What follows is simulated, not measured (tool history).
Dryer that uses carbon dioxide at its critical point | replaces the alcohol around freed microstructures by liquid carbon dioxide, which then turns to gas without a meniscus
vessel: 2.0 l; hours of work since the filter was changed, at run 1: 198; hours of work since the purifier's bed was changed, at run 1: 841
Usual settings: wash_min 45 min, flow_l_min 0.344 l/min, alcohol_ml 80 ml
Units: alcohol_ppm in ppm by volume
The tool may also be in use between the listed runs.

run	hour	wash_min	flow_l_min	alcohol_ml	hours of work since the filter was changed	hours of work since the purifier's bed was changed	alcohol_ppm
1	0.0	45	0.344	80	198	841	271
2	31.9	45	0.344	80	210	854	287
3	69.7	45	0.344	80	225	869	292
4	115.0	45	0.344	80	243	887	285
5	152.2	45	0.344	38	258	901	255
6	200.1	45	0.477	38	277	920	208
7	247.7	45	0.477	38	296	939	227
8	295.3	45	0.271	38	314	958	379
9	330.9	45	0.271	38	328	972	385
10	404.8	45	0.512	41	358	1001	233
11	442.6	63	0.452	46	373	1016	233
12	505.8	63	0.452	46	398	1041	242
13	569.8	52	0.496	31	423	1067	252
# hour 595.6: inlet filter changed
14	614.5	52	0.496	31	8	1084	244
15	682.6	45	0.344	112	34	1111	354
16	720.7	45	0.581	48	49	1126	262
17	751.8	45	0.318	43	62	1138	330
18	816.9	31	0.518	32	88	1164	283

Measured less the same run without the tool's hidden state. The same run-to-run variation is in both; the gauge's scatter may not be:
The hidden state here: flow that reaches the vessel past the clogged filter, %; alcohol in the recycled carbon dioxide, ppm; drift of the gauge itself on alcohol_ppm, %.
run	alcohol_ppm
1	+200
2	+208
3	+211
4	+217
5	+209
6	+203
7	+210
8	+252
9	+260
10	+223
11	+229
12	+236
13	+236
14	+242
15	+250
16	+251
17	+260
18	+263
